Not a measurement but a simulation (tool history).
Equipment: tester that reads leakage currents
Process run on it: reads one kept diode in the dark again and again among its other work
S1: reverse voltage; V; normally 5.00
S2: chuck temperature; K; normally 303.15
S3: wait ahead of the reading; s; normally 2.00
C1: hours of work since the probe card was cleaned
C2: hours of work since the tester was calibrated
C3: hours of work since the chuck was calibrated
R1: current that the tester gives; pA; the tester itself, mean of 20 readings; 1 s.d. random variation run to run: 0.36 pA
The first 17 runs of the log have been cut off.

run    hour     S1      S2    S3    C1    C2    C3       R1
 18  1383.1   5.00  303.15  1.40   218  1860   633   123.61
 19  1455.1   2.54  303.15  2.00   256  1898   671    86.87
 20  1568.4   1.61  303.15  2.00   315  1957   730    68.21
 21  1635.5  11.08  303.15  4.29   350  1992   765   189.63
 22  1722.5  11.08  303.15  4.29   396  2038   811   190.00
 23  1821.8  11.08  303.15  4.29   448  2090   863   190.47
 24  1890.2   5.00  333.15  1.52   484  2126   899  1078.48
 25  1937.3   5.00  333.15  1.52   508  2150   923  1076.99
 26  1990.3  10.12  303.15  2.00   536  2178   951   184.35
 27  2100.8   1.38  297.15  1.00   594  2236  1009    40.58
 28  2148.2   5.00  301.15  0.45   619  2261  1034   112.05
 29  2216.5   5.00  301.15  0.45   655  2297  1070   112.10
 30  2269.7   3.33  296.15  3.90   683  2324  1097    59.70
 31  2327.5   5.10  323.15  3.90   713  2355  1128   559.40
 32  2377.2   5.10  323.15  3.90   739  2381  1154   563.00
 33  2431.7  13.83  299.15  1.54   767  2409  1182   167.64
 34  2524.6  18.97  303.15  2.00   816  2458  1231   271.13
 35  2619.1  15.09  296.15  2.00   866  2508  1280   142.48
 36  2689.2  15.09  296.15  2.00   902  2544  1317   144.11
 37  2752.4  15.09  296.15  2.00   935  2577  1350   144.43
     2832.0  -- chuck's temperature calibrated
 38  2836.3  19.54  303.15  2.00   978  2620     2   258.73
 39  2950.9   1.19  294.15  2.37  1038  2680    62    27.54
 40  3037.0   3.22  306.15  0.43  1084  2725   107   123.11

Predict each of these 3 candidate next runs independently; none follows another, all start after run 40:
  A  3115.0   1.44  306.15  1.56  1124  2766  148   ?
  B  3115.0   1.39  310.15  2.31  1124  2766  148   ?
  C  3115.0  19.70  310.15  0.49  1124  2766  148   ?

run      R1
  A   78.43
  B  104.76
  C  446.01
Without the tool's unlogged condition, the same runs would have read:
run      R1
  A   77.51
  B  104.20
  C  425.91
